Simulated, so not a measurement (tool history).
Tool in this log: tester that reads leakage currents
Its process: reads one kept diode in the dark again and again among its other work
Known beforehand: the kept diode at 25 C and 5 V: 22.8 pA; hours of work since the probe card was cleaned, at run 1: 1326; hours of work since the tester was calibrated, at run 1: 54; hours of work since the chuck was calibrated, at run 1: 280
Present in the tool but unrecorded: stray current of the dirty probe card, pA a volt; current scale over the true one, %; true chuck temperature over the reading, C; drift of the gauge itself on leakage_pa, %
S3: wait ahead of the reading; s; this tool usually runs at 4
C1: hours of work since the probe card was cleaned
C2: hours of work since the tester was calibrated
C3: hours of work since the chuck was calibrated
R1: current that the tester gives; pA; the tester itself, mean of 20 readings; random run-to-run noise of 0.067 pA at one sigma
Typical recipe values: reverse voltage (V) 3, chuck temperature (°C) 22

run 1 hour=0 | reverse_voltage_(V)=3 chuck_temperature_(°C)=22 S3=4 | C1=1326 C2=54 C3=280 | R1=20.39
run 2 hour=34.5 | reverse_voltage_(V)=3 chuck_temperature_(°C)=22 S3=3.52 | C1=1343 C2=71 C3=297 | R1=20.6
run 3 hour=66 | reverse_voltage_(V)=3 chuck_temperature_(°C)=22 S3=3.52 | C1=1359 C2=87 C3=313 | R1=20.81
run 4 hour=83 | reverse_voltage_(V)=3 chuck_temperature_(°C)=22 S3=1.42 | C1=1367 C2=96 C3=322 | R1=21.04
run 5 hour=113.5 | reverse_voltage_(V)=3 chuck_temperature_(°C)=22 S3=1.42 | C1=1383 C2=111 C3=337 | R1=21.11
run 6 hour=143.8 | reverse_voltage_(V)=3 chuck_temperature_(°C)=22 S3=1.42 | C1=1398 C2=126 C3=352 | R1=21.31
run 7 hour=166.3 | reverse_voltage_(V)=3 chuck_temperature_(°C)=22 S3=4 | C1=1409 C2=137 C3=364 | R1=21.01
run 8 hour=206.2 | reverse_voltage_(V)=3 chuck_temperature_(°C)=22 S3=4 | C1=1429 C2=158 C3=384 | R1=21.22
run 9 hour=237 | reverse_voltage_(V)=3 chuck_temperature_(°C)=22 S3=4 | C1=1445 C2=173 C3=399 | R1=21.41
run 10 hour=259.3 | reverse_voltage_(V)=3 chuck_temperature_(°C)=22 S3=6.95 | C1=1456 C2=184 C3=410 | R1=21.38
run 11 hour=282.6 | reverse_voltage_(V)=3 chuck_temperature_(°C)=22 S3=6.95 | C1=1467 C2=196 C3=422 | R1=21.53
run 12 hour=312.6 | reverse_voltage_(V)=3 chuck_temperature_(°C)=22 S3=6.95 | C1=1483 C2=211 C3=437 | R1=21.4
run 13 hour=343.8 | reverse_voltage_(V)=8.03 chuck_temperature_(°C)=22 S3=4 | C1=1498 C2=227 C3=453 | R1=38.94
run 14 hour=369.3 | reverse_voltage_(V)=8.03 chuck_temperature_(°C)=22 S3=4 | C1=1511 C2=239 C3=465 | R1=39.16
run 15 hour=386.9 | reverse_voltage_(V)=8.03 chuck_temperature_(°C)=22 S3=4 | C1=1520 C2=248 C3=474 | R1=39.24
run 16 hour=426.6 | reverse_voltage_(V)=3 chuck_temperature_(°C)=20 S3=4 | C1=1540 C2=268 C3=494 | R1=19.69
run 17 hour=447.6 | reverse_voltage_(V)=3 chuck_temperature_(°C)=20 S3=4 | C1=1550 C2=279 C3=505 | R1=19.69
-- hour=464.4 chuck's temperature calibrated
run 18 hour=476.3 | reverse_voltage_(V)=3 chuck_temperature_(°C)=20 S3=4 | C1=1564 C2=292 C3=6 | R1=18.03
run 19 hour=516.7 | reverse_voltage_(V)=3 chuck_temperature_(°C)=22 S3=4 | C1=1584 C2=312 C3=26 | R1=20.34
run 20 hour=551.5 | reverse_voltage_(V)=3 chuck_temperature_(°C)=40 S3=4 | C1=1601 C2=330 C3=44 | R1=66.41
run 21 hour=568.7 | reverse_voltage_(V)=5.1 chuck_temperature_(°C)=29 S3=1.54 | C1=1610 C2=338 C3=52 | R1=43.04
run 22 hour=598.3 | reverse_voltage_(V)=6.46 chuck_temperature_(°C)=22 S3=4 | C1=1625 C2=353 C3=67 | R1=33.17
run 23 hour=640.5 | reverse_voltage_(V)=6.46 chuck_temperature_(°C)=22 S3=4 | C1=1646 C2=375 C3=88 | R1=33.26
run 24 hour=658.5 | reverse_voltage_(V)=6.46 chuck_temperature_(°C)=22 S3=4 | C1=1655 C2=384 C3=97 | R1=33.35
run 25 hour=687.7 | reverse_voltage_(V)=6.46 chuck_temperature_(°C)=22 S3=4 | C1=1670 C2=398 C3=112 | R1=33.73
run 26 hour=728.8 | reverse_voltage_(V)=3.38 chuck_temperature_(°C)=25 S3=1.9 | C1=1691 C2=419 C3=133 | R1=27.31
run 27 hour=765.3 | reverse_voltage_(V)=3.38 chuck_temperature_(°C)=25 S3=1.9 | C1=1709 C2=437 C3=151 | R1=27.51
run 28 hour=790.5 | reverse_voltage_(V)=11.43 chuck_temperature_(°C)=21 S3=1.82 | C1=1722 C2=450 C3=164 | R1=48.6
run 29 hour=812.1 | reverse_voltage_(V)=9.86 chuck_temperature_(°C)=21 S3=0.68 | C1=1732 C2=461 C3=175 | R1=45.5
run 30 hour=852.2 | reverse_voltage_(V)=9.86 chuck_temperature_(°C)=21 S3=0.68 | C1=1752 C2=481 C3=195 | R1=45.8
run 31 hour=886.8 | reverse_voltage_(V)=11.52 chuck_temperature_(°C)=21 S3=2.87 | C1=1770 C2=498 C3=212 | R1=49.64
run 32 hour=907.5 | reverse_voltage_(V)=11.52 chuck_temperature_(°C)=21 S3=2.87 | C1=1780 C2=509 C3=222 | R1=49.97
run 33 hour=934.6 | reverse_voltage_(V)=11.52 chuck_temperature_(°C)=30 S3=2.87 | C1=1794 C2=522 C3=236 | R1=76.62
run 34 hour=970 | reverse_voltage_(V)=11.52 chuck_temperature_(°C)=30 S3=2.87 | C1=1812 C2=540 C3=254 | R1=76.88
run 35 hour=1010.7 | reverse_voltage_(V)=19.32 chuck_temperature_(°C)=26 S3=3.84 | C1=1832 C2=560 C3=274 | R1=90.14
run 36 hour=1046.6 | reverse_voltage_(V)=6.22 chuck_temperature_(°C)=35 S3=4 | C1=1850 C2=578 C3=292 | R1=73.27
run 37 hour=1071.9 | reverse_voltage_(V)=15.75 chuck_temperature_(°C)=51 S3=0.74 | C1=1863 C2=591 C3=305 | R1=315.8
run 38 hour=1093.8 | reverse_voltage_(V)=15.75 chuck_temperature_(°C)=44 S3=0.4 | C1=1874 C2=602 C3=316 | R1=210.12
run 39 hour=1113.9 | reverse_voltage_(V)=3 chuck_temperature_(°C)=22 S3=0.32 | C1=1884 C2=612 C3=326 | R1=23.93
run 40 hour=1133.5 | reverse_voltage_(V)=1.02 chuck_temperature_(°C)=30 S3=4 | C1=1894 C2=622 C3=336 | R1=21.72

Hidden condition of the tool, last listed run before each entry between runs versus first listed run after:
In the gap between runs 17 and 18: chuck's temperature calibrated (hour 464.4)
  stray current of the dirty probe card, pA a volt: 1.903 -> 1.918; current scale over the true one, %: 0.12 -> 0.13; true chuck temperature over the reading, C: 1.45 -> -0.06
  measured result minus the result with no hidden state, R1: +7.29 -> +5.68 pA

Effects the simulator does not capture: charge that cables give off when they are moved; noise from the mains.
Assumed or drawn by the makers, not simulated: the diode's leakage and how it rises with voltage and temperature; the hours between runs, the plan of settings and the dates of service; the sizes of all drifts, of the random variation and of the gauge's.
